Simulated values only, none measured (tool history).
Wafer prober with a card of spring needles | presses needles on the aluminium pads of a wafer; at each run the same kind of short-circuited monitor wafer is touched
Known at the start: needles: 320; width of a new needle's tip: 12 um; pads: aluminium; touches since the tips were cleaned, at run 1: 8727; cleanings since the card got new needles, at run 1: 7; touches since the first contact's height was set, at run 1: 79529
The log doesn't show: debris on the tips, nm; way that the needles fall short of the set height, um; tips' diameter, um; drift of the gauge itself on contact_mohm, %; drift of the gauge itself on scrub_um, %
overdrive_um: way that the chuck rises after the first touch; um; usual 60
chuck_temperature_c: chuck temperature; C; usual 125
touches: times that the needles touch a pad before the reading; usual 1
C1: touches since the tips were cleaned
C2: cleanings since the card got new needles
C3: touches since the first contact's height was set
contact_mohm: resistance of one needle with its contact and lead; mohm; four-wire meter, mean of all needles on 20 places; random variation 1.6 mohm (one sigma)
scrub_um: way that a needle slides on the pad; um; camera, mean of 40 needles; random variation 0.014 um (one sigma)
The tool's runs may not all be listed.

Run 1, hour 0.0: usual settings; C1 8727; C2 7; C3 79529. Result: contact_mohm 199 mohm, scrub_um 13.25 um.
At hour 0.8: tips cleaned on abrasive film.
Run 2, hour 7.5: usual settings; C1 2631; C2 8; C3 82450. Result: contact_mohm 179 mohm, scrub_um 13.24 um.
Run 3, hour 22.0: usual settings; C1 8363; C2 8; C3 88182. Result: contact_mohm 199 mohm, scrub_um 13.22 um.
At hour 24.3: tips cleaned on abrasive film.
Run 4, hour 35.7: usual settings; C1 4510; C2 9; C3 93544. Result: contact_mohm 186 mohm, scrub_um 13.21 um.
Run 5, hour 43.4: usual settings; C1 7550; C2 9; C3 96584. Result: contact_mohm 194 mohm, scrub_um 13.21 um.
At hour 47.4: tips cleaned on abrasive film.
Run 6, hour 54.3: usual settings; C1 2742; C2 10; C3 100883. Result: contact_mohm 179 mohm, scrub_um 13.22 um.
Run 7, hour 65.3: usual settings; C1 7092; C2 10; C3 105233. Result: contact_mohm 195 mohm, scrub_um 13.20 um.
At hour 70.0: tips cleaned on abrasive film.
Run 8, hour 79.6: usual settings but chuck_temperature_c 38 C; C1 3820; C2 11; C3 110832. Result: contact_mohm 166 mohm, scrub_um 13.17 um.
Run 9, hour 90.4: usual settings; C1 8098; C2 11; C3 115110. Result: contact_mohm 198 mohm, scrub_um 13.22 um.
At hour 93.1: tips cleaned on abrasive film.
Run 10, hour 105.8: usual settings; C1 5022; C2 12; C3 121126. Result: contact_mohm 187 mohm, scrub_um 13.17 um.
At hour 116.8: tips cleaned on abrasive film.
Run 11, hour 118.5: usual settings; C1 651; C2 13; C3 126099. Result: contact_mohm 160 mohm, scrub_um 13.20 um.
Run 12, hour 134.8: usual settings but overdrive_um 53 um, chuck_temperature_c 43 C, touches 2; C1 7106; C2 13; C3 132554. Result: contact_mohm 172 mohm, scrub_um 11.62 um.
At hour 140.0: tips cleaned on abrasive film.
Run 13, hour 143.2: usual settings but chuck_temperature_c 29 C; C1 1255; C2 14; C3 135818. Result: contact_mohm 155 mohm, scrub_um 13.14 um.
Run 14, hour 155.9: usual settings but overdrive_um 51 um, chuck_temperature_c 57 C; C1 6290; C2 14; C3 140853. Result: contact_mohm 199 mohm, scrub_um 11.16 um.

Forecast each of these 3 alternatives for the next run:
At hour 163.5: tips cleaned on abrasive film.
Run A, hour 170.0: usual settings but overdrive_um 46 um, chuck_temperature_c 97 C, touches 3; C1 2562; C2 15; C3 146390. Result: contact_mohm ?, scrub_um ?.
At hour 163.5: tips cleaned on abrasive film.
Run B, hour 170.0: usual settings but overdrive_um 67 um, chuck_temperature_c 49 C, touches 2; C1 2562; C2 15; C3 146390. Result: contact_mohm ?, scrub_um ?.
At hour 163.5: tips cleaned on abrasive film.
Run C, hour 170.0: usual settings but chuck_temperature_c 116 C; C1 2562; C2 15; C3 146390. Result: contact_mohm ?, scrub_um ?.

run  contact_mohm  scrub_um
  A           167     10.05
  B           156     14.74
  C           174     13.15
Without the tool's hidden state the same runs would have given:
run  contact_mohm  scrub_um
  A           155     10.21
  B           144     14.90
  C           153     13.30

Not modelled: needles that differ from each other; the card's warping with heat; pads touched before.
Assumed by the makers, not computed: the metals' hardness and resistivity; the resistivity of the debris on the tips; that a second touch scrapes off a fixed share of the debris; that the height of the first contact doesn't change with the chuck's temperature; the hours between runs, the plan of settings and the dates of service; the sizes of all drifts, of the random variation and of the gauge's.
